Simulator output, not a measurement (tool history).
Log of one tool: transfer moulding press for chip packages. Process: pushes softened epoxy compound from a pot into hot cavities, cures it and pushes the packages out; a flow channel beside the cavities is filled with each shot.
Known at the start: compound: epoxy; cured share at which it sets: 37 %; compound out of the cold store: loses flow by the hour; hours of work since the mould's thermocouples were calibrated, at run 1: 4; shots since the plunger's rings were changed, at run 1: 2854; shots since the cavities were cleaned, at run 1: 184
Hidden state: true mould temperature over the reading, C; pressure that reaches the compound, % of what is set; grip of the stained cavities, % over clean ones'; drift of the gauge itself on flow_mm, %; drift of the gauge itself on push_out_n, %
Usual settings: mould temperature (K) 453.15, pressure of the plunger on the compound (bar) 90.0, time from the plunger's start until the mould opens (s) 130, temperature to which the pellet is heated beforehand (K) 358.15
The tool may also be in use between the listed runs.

run   hour  mould temperature (K)  pressure of the plunger on the compound (bar)  time from the plunger's start until the mould opens (s)  temperature to which the pellet is heated beforehand (K)  hours of work since the mould's thermocouples were calibrated  shots since the plunger's rings were changed  shots since the cavities were cleaned  incoming compound's hours out of the cold store  length that the compound runs in the flow channel (mm)  greatest force on the pins that push the packages out (N)
  1    0.0                 453.15                                           90.0                                                      130                                                    358.15                                                              4                                          2854                                    184                                             21.2                                                     852                                                        511
      31.9  -- cavities cleaned with cleaning compound and waxed
  2   31.9                 453.15                                           90.0                                                      131                                                    358.15                                                             25                                          3188                                      0                                             10.0                                                     881                                                        370
      79.7  -- cavities cleaned with cleaning compound and waxed
  3   79.7                 453.15                                           90.0                                                      148                                                    358.15                                                             58                                          3699                                      0                                             27.7                                                     803                                                        318
  4  114.6                 453.15                                           90.0                                                      148                                                    358.15                                                             83                                          4084                                    385                                             23.5                                                     815                                                        553
     126.0  -- cavities cleaned with cleaning compound and waxed
  5  168.9                 453.15                                           90.0                                                      130                                                    358.15                                                            120                                          4664                                    472                                             23.8                                                     800                                                        647
     174.0  -- cavities cleaned with cleaning compound and waxed
  6  211.9                 453.15                                           90.0                                                      130                                                    360.15                                                            149                                          5121                                    417                                             34.7                                                     748                                                        612
     221.1  -- cavities cleaned with cleaning compound and waxed
  7  251.7                 446.15                                           90.0                                                      130                                                    358.15                                                            176                                          5544                                    337                                             13.3                                                     857                                                        982
     268.4  -- cavities cleaned with cleaning compound and waxed
  8  287.4                 453.15                                           90.0                                                      130                                                    351.15                                                            200                                          5920                                    209                                             45.1                                                     712                                                        525
     315.0  -- cavities cleaned with cleaning compound and waxed
  9  315.0                 453.15                                           90.0                                                      130                                                    358.15                                                            219                                          6207                                      0                                             16.8                                                     808                                                        356
     324.4  -- plunger's sealing rings changed
 10  349.3                 453.15                                           90.0                                                      130                                                    358.15                                                            241                                           274                                    351                                             41.1                                                     817                                                        610
     366.0  -- cavities cleaned with cleaning compound and waxed
 11  394.5                 453.15                                           90.0                                                      161                                                    362.15                                                            272                                           755                                    314                                             25.2                                                     867                                                        513
     413.2  -- cavities cleaned with cleaning compound and waxed
 12  439.0                 449.15                                           81.5                                                      155                                                    358.15                                                            302                                          1228                                    283                                             24.2                                                     832                                                        567
     460.9  -- cavities cleaned with cleaning compound and waxed
     475.2  -- mould's thermocouples calibrated
 13  483.0                 455.15                                           90.0                                                      165                                                    362.15                                                              5                                          1674                                    221                                             20.0                                                     864                                                        468
     511.4  -- cavities cleaned with cleaning compound and waxed
 14  526.0                 453.15                                           71.3                                                      130                                                    352.15                                                             35                                          2132                                    162                                             36.6                                                     700                                                        506
 15  554.0                 454.15                                           71.3                                                      149                                                    352.15                                                             54                                          2440                                    470                                             26.9                                                     729                                                        580
     559.8  -- cavities cleaned with cleaning compound and waxed
 16  598.4                 454.15                                           71.3                                                      149                                                    352.15                                                             85                                          2912                                    425                                             33.2                                                     707                                                        573

Run 17 comes next. What will it give?
     606.9  -- cavities cleaned with cleaning compound and waxed
 17  630.5                 447.15                                           93.8                                                      130                                                    360.15                                                            106                                          3249                                    260                                             25.2                                                       ?                                                          ?

Run 17 gave length that the compound runs in the flow channel (mm) 868, greatest force on the pins that push the packages out (N) 842.
Without the tool's hidden state the same run would have given length that the compound runs in the flow channel (mm) 923, greatest force on the pins that push the packages out (N) 510.

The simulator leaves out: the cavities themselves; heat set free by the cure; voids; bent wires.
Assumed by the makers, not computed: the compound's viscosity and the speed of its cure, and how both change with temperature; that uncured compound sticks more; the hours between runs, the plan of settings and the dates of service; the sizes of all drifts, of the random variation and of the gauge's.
